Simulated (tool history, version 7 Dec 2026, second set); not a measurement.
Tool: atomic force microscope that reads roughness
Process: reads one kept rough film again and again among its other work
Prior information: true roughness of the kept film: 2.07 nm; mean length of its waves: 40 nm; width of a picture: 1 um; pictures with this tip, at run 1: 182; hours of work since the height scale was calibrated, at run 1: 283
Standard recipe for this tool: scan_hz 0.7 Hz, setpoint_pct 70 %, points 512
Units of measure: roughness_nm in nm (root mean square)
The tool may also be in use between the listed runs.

run	hour	scan_hz	setpoint_pct	points	pictures with this tip	hours of work since the height scale was calibrated	roughness_nm
1	0	0.7	70	512	182	283	1.746
# hour 26: new tip fitted
2	65.5	0.7	70	512	80	327	1.857
3	118	0.7	70	512	186	363	1.771
# hour 144: new tip fitted
4	154.1	0.7	70	512	20	387	1.915
5	221.8	0.7	70	512	157	433	1.791
# hour 259.7: new tip fitted
6	277.5	0.7	70	512	36	471	1.906
7	306.7	0.7	70	606	95	491	1.856
8	369.6	2.791	70	512	222	534	1.572
# hour 375.9: new tip fitted
9	416.9	2.791	70	512	83	566	1.697
10	464.5	2.283	70	512	179	598	1.624
# hour 493.6: new tip fitted
11	494.7	2.283	72	512	2	618	1.754
12	535.3	1.069	72	512	84	646	1.808
13	577.8	2.477	72	512	170	675	1.62
# hour 610.1: new tip fitted
14	610.1	2.477	72	512	0	697	1.735
15	673.2	3.02	70	512	127	740	1.619
16	706.1	0.7	70	512	194	762	1.761
# hour 728.8: new tip fitted
17	735.4	1.353	70	512	13	782	1.86
18	782.3	1.353	70	512	108	813	1.779
19	829	0.7	85	512	202	845	1.671
# hour 847.7: new tip fitted
20	896.2	0.7	70	512	99	891	1.812
21	953.8	0.7	70	512	215	930	1.76
# hour 963.8: new tip fitted
22	993.6	0.7	70	512	61	957	1.886
23	1040.3	0.7	70	512	155	989	1.789
# hour 1082.4: new tip fitted
24	1085.7	0.7	85	682	7	1019	1.846
25	1124.3	0.7	85	682	85	1045	1.767
26	1193.1	2.214	65	772	224	1092	1.658
# hour 1202.8: new tip fitted
27	1246.4	0.565	70	287	88	1128	1.849
28	1293.1	0.565	56	891	182	1160	1.818
# hour 1319.1: new tip fitted
29	1336	0.981	56	388	34	1189	1.929
30	1368.5	1.202	63	410	100	1211	1.831
31	1407.5	1.202	63	410	179	1238	1.759
# hour 1439.8: new tip fitted
32	1471.6	1.202	81	319	65	1281	1.735
33	1513.1	2.213	83	835	149	1309	1.517
# hour 1556.9: new tip fitted
34	1556.9	3.4	83	835	0	1339	1.483
35	1611.7	2.363	70	926	111	1376	1.7
36	1647.4	1.102	59	926	183	1401	1.801
# hour 1677.5: new tip fitted
37	1718.2	3.974	70	313	83	1448	1.596
38	1787.4	0.7	70	730	223	1496	1.78
# hour 1792.9: new tip fitted
39	1835.2	0.7	70	730	85	1528	1.88
40	1871.8	2.066	80	730	159	1553	1.577
# hour 1908.6: new tip fitted
41	1918.1	2.066	80	730	19	1584	1.699
42	1958.3	0.7	89	530	100	1611	1.739
43	2013.6	2.48	85	512	212	1649	1.409
# hour 2024.8: new tip fitted
44	2075.2	1.63	70	438	102	1691	1.768
45	2112.7	2.733	75	814	178	1716	1.569
# hour 2143.8: new tip fitted
46	2172.2	3.539	70	925	57	1756	1.673

How would selected steps in roughness_nm from run to run divide? Give the signed amount a tool lacking its hidden state would still show from settings, what came in and random variation, and the signed amount left for the hidden state, including any gauge scatter that is not in both of the compared results.
Unlogged tool condition in this case: radius of the tip, nm; height scale over the true one, %; drift of the gauge itself on roughness_nm, %.
Run 3 -> 4: new tip fitted. roughness_nm +0.144 nm (root mean square): hidden state +0.142, all else +0.002.
Run 10 -> 11: setpoint_pct 70 -> 72, new tip fitted. roughness_nm +0.13 nm (root mean square): hidden state +0.141, all else -0.011.
Run 16 -> 17: scan_hz 0.7 -> 1.353, new tip fitted. roughness_nm +0.099 nm (root mean square): hidden state +0.151, all else -0.052.
Run 39 -> 40: scan_hz 0.7 -> 2.066, setpoint_pct 70 -> 80. roughness_nm -0.303 nm (root mean square): hidden state -0.049, all else -0.254.
Run 42 -> 43: scan_hz 0.7 -> 2.48, setpoint_pct 89 -> 85, points 530 -> 512. roughness_nm -0.33 nm (root mean square): hidden state -0.068, all else -0.262.
Run 43 -> 44: scan_hz 2.48 -> 1.63, setpoint_pct 85 -> 70, points 512 -> 438, new tip fitted. roughness_nm +0.359 nm (root mean square): hidden state +0.072, all else +0.287.
